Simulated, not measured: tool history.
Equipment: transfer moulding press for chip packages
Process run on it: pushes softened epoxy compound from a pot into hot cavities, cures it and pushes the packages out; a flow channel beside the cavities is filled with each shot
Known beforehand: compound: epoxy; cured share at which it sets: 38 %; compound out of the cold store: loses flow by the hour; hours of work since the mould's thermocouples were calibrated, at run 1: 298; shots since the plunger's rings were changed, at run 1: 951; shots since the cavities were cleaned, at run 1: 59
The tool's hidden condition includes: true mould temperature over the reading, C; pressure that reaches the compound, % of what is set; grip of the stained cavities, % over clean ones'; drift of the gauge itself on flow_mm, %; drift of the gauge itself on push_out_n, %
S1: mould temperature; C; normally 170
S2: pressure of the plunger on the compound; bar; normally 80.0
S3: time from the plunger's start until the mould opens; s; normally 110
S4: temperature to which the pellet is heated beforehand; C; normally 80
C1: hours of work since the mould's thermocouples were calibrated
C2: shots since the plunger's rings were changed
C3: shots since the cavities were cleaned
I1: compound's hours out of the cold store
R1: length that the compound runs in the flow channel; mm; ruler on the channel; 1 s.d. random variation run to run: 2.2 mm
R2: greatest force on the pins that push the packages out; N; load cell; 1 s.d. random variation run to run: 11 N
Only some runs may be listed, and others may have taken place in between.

Run 1, hour 0.0: usual settings; C1 298; C2 951; C3 59; I1 34.5. Result: R1 766 mm, R2 549 N.
Run 2, hour 7.9: usual settings; C1 302; C2 1017; C3 125; I1 12.0. Result: R1 871 mm, R2 607 N.
Run 3, hour 16.1: usual settings but S3 100 s; C1 306; C2 1086; C3 194; I1 9.3. Result: R1 877 mm, R2 755 N.
Run 4, hour 34.0: usual settings but S3 100 s; C1 316; C2 1236; C3 344; I1 13.0. Result: R1 864 mm, R2 805 N.
Run 5, hour 47.4: usual settings but S4 89 C; C1 322; C2 1349; C3 457; I1 24.8. Result: R1 803 mm, R2 703 N.
At hour 58.1: mould's thermocouples calibrated.
Run 6, hour 66.5: usual settings but S4 89 C; C1 4; C2 1492; C3 600; I1 40.7. Result: R1 733 mm, R2 734 N.
At hour 71.1: cavities cleaned with cleaning compound and waxed.
Run 7, hour 82.7: usual settings but S4 89 C; C1 12; C2 1616; C3 98; I1 27.4. Result: R1 790 mm, R2 600 N.
Run 8, hour 99.4: usual settings; C1 21; C2 1756; C3 238; I1 30.5. Result: R1 774 mm, R2 649 N.
At hour 113.4: mould's thermocouples calibrated, once more.
Run 9, hour 113.4: usual settings; C1 0; C2 1857; C3 339; I1 37.7. Result: R1 745 mm, R2 686 N.
Run 10, hour 127.8: usual settings but S4 77 C; C1 7; C2 1977; C3 459; I1 26.8. Result: R1 788 mm, R2 715 N.
Run 11, hour 141.0: usual settings but S4 77 C; C1 14; C2 2089; C3 571; I1 31.9. Result: R1 762 mm, R2 723 N.
At hour 148.9: cavities cleaned with cleaning compound and waxed.
Run 12, hour 151.1: usual settings but S4 71 C; C1 19; C2 2160; C3 17; I1 44.3. Result: R1 716 mm, R2 527 N.
Run 13, hour 163.7: usual settings but S4 71 C; C1 25; C2 2266; C3 123; I1 34.5. Result: R1 750 mm, R2 566 N.
Run 14, hour 174.5: usual settings but S4 71 C; C1 31; C2 2357; C3 214; I1 16.9. Result: R1 822 mm, R2 637 N.
Run 15, hour 182.2: usual settings but S4 71 C; C1 35; C2 2422; C3 279; I1 42.8. Result: R1 714 mm, R2 665 N.
Run 16, hour 191.4: usual settings but S4 71 C; C1 39; C2 2499; C3 356; I1 30.5. Result: R1 769 mm, R2 698 N.
Run 17, hour 209.2: usual settings but S3 109 s, S4 71 C; C1 49; C2 2648; C3 505; I1 24.1. Result: R1 785 mm, R2 731 N.
Run 18, hour 216.9: usual settings but S3 105 s, S4 77 C; C1 53; C2 2713; C3 570; I1 46.7. Result: R1 700 mm, R2 761 N.
At hour 225.0: cavities cleaned with cleaning compound and waxed.
Run 19, hour 230.3: usual settings but S2 86.7 bar, S3 111 s, S4 85 C; C1 59; C2 2813; C3 44; I1 25.4. Result: R1 813 mm, R2 519 N.
Run 20, hour 241.2: usual settings but S2 84.0 bar, S3 111 s, S4 73 C; C1 64; C2 2905; C3 136; I1 43.5. Result: R1 725 mm, R2 577 N.
Run 21, hour 251.4: usual settings but S1 162 C; C1 70; C2 2990; C3 221; I1 18.8. Result: R1 839 mm, R2 1053 N.
At hour 259.1: plunger's sealing rings changed.
Run 22, hour 267.1: usual settings but S1 162 C; C1 76; C2 67; C3 332; I1 17.7. Result: R1 887 mm, R2 1100 N.
Run 23, hour 279.1: usual settings but S1 162 C; C1 83; C2 167; C3 432; I1 17.0. Result: R1 890 mm, R2 1185 N.
Run 24, hour 295.3: usual settings but S2 76.9 bar, S3 93 s, S4 82 C; C1 91; C2 304; C3 569; I1 11.9. Result: R1 863 mm, R2 997 N.
At hour 304.1: cavities cleaned with cleaning compound and waxed.
Run 25, hour 312.8: usual settings but S2 76.9 bar, S3 93 s, S4 82 C; C1 99; C2 438; C3 73; I1 28.3. Result: R1 781 mm, R2 746 N.
Run 26, hour 328.6: usual settings but S1 174 C, S2 91.3 bar, S3 133 s, S4 81 C; C1 107; C2 571; C3 206; I1 13.9. Result: R1 902 mm, R2 520 N.
Run 27, hour 340.7: usual settings but S1 173 C, S2 88.2 bar, S3 135 s, S4 87 C; C1 114; C2 673; C3 308; I1 41.9. Result: R1 764 mm, R2 556 N.
Run 28, hour 353.4: usual settings but S3 148 s; C1 120; C2 779; C3 414; I1 22.5. Result: R1 822 mm, R2 579 N.
Run 29, hour 371.8: usual settings but S2 87.5 bar, S3 148 s, S4 84 C; C1 130; C2 934; C3 569; I1 15.8. Result: R1 893 mm, R2 601 N.

Pick out some run-to-run changes in R1. Of each, how much would a tool without hidden state show as well, from the settings, what came in and chance, and how much is left for the hidden state and any gauge scatter not in both results compared?
Run 20 -> 21: S1 170 -> 162, S2 84.0 -> 80.0, S3 111 -> 110, S4 73 -> 80. R1 +114 mm: hidden state -8, all else +122.
Run 21 -> 22: plunger's sealing rings changed. R1 +48 mm: hidden state +46, all else +2.
Run 25 -> 26: S1 170 -> 174, S2 76.9 -> 91.3, S3 93 -> 133, S4 82 -> 81. R1 +121 mm: hidden state -2, all else +123.
Run 26 -> 27: S1 174 -> 173, S2 91.3 -> 88.2, S3 133 -> 135, S4 81 -> 87. R1 -138 mm: hidden state -1, all else -137.

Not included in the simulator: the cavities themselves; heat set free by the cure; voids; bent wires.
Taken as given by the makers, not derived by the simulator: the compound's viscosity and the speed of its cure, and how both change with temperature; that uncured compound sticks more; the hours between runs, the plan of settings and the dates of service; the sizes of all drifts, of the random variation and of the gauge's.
